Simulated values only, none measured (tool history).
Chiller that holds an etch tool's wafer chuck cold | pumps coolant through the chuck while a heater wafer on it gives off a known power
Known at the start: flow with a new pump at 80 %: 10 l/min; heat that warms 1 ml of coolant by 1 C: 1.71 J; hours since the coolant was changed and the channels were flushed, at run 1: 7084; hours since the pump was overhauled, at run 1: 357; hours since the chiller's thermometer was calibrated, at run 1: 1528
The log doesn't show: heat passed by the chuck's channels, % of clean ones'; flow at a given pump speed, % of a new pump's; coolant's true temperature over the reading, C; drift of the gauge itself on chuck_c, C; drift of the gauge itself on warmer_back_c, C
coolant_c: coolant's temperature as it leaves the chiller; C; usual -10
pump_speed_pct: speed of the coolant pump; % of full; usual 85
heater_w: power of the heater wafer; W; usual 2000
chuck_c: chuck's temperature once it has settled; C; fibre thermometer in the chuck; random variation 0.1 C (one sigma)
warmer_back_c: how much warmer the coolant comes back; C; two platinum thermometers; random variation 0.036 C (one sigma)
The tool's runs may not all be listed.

run,day,coolant_c,pump_speed_pct,heater_w,hours since the coolant was changed and the channels were flushed,hours since the pump was overhauled,hours since the chiller's thermometer was calibrated,chuck_c,warmer_back_c
1,0,-10,85,2000,7084,357,1528,10.7,6.58
2,1.238,-10,85,2011,7113,387,1558,10.8,6.59
3,2.188,-10,85,2000,7136,409,1581,10.5,6.59
4,3.238,-10,85,2000,7161,435,1606,10.5,6.65
5,3.983,-10,85,2000,7179,453,1624,10.5,6.61
6,5.129,-10,85,2000,7207,480,1652,10.4,6.7
7,5.783,-10,85,2000,7223,496,1667,10.6,6.62
8,6.829,-10,85,2000,7248,521,1692,10.6,6.72
9,7.542,-10,85,2000,7265,538,1709,10.7,6.72
10,8.45,-10,85,2000,7286,560,1731,10.8,6.7
11,9.475,-10,88,2000,7311,584,1756,10.1,6.51
12,10.662,-10,88,2000,7340,613,1784,10.3,6.51
13,11.479,-10,88,2000,7359,632,1804,10.3,6.57
14,12.542,-10,88,2000,7385,658,1830,10.1,6.57
15,13.562,-10,85,2000,7409,682,1854,10.7,6.83
16,14.221,-10,85,2000,7425,698,1870,10.6,6.88
17,15.008,-10,85,2000,7444,717,1889,10.8,6.85
18,16.125,-2,73,2731,7471,744,1915,29.6,10.93
19,16.788,-10,85,2578,7487,760,1931,16.5,8.81
20,17.517,-10,85,2578,7504,777,1949,16.5,8.76
21,18.483,-10,85,2578,7527,801,1972,16.6,8.76
22,19.221,-5,64,1858,7545,818,1990,18.4,8.8
23,20.383,-5,64,1858,7573,846,2018,18.5,8.84
24,21.588,-9,61,1905,7602,875,2047,16.1,9.54
# day 22.112: gauge calibrated
25,22.721,-9,61,1905,7629,902,2074,16.1,9.14
26,23.708,-16,85,2000,7653,926,2097,4.7,6.6
27,24.758,-16,85,2000,7678,951,2123,4.7,6.68
28,25.992,-12,60,1073,7708,981,2152,2.4,5.31
29,27.204,-12,60,1073,7737,1010,2181,2.3,5.3
30,28.35,-9,60,1186,7764,1037,2209,6.8,5.96
31,29.221,-18,77,2000,7785,1058,2230,4.3,7.51
32,30.146,-10,70,2000,7807,1081,2252,13.9,8.32
33,30.858,-3,70,2317,7824,1098,2269,24.6,9.65

Hidden state or all else? Some run-to-run changes of warmer_back_c, split into what the settings, what came in and random variation would give without the hidden state, and what is left for the hidden state (with any gauge scatter that isn't in both results):
Run 1 -> 2: heater_w 2000 -> 2011. warmer_back_c +0.01 C: hidden state +0.03, all else -0.02.
Run 11 -> 12: no setting changed, nothing entered. warmer_back_c +0 C: hidden state +0.03, all else -0.03.
Run 17 -> 18: coolant_c -10 -> -2, pump_speed_pct 85 -> 73, heater_w 2000 -> 2731. warmer_back_c +4.08 C: hidden state +0.01, all else +4.07.
Run 18 -> 19: coolant_c -2 -> -10, pump_speed_pct 73 -> 85, heater_w 2731 -> 2578. warmer_back_c -2.12 C: hidden state +0.02, all else -2.14.
Run 24 -> 25: gauge calibrated. warmer_back_c -0.4 C: hidden state -0.43, all else +0.03.
Run 25 -> 26: coolant_c -9 -> -16, pump_speed_pct 61 -> 85, heater_w 1905 -> 2000. warmer_back_c -2.54 C: hidden state +0.03, all else -2.57.

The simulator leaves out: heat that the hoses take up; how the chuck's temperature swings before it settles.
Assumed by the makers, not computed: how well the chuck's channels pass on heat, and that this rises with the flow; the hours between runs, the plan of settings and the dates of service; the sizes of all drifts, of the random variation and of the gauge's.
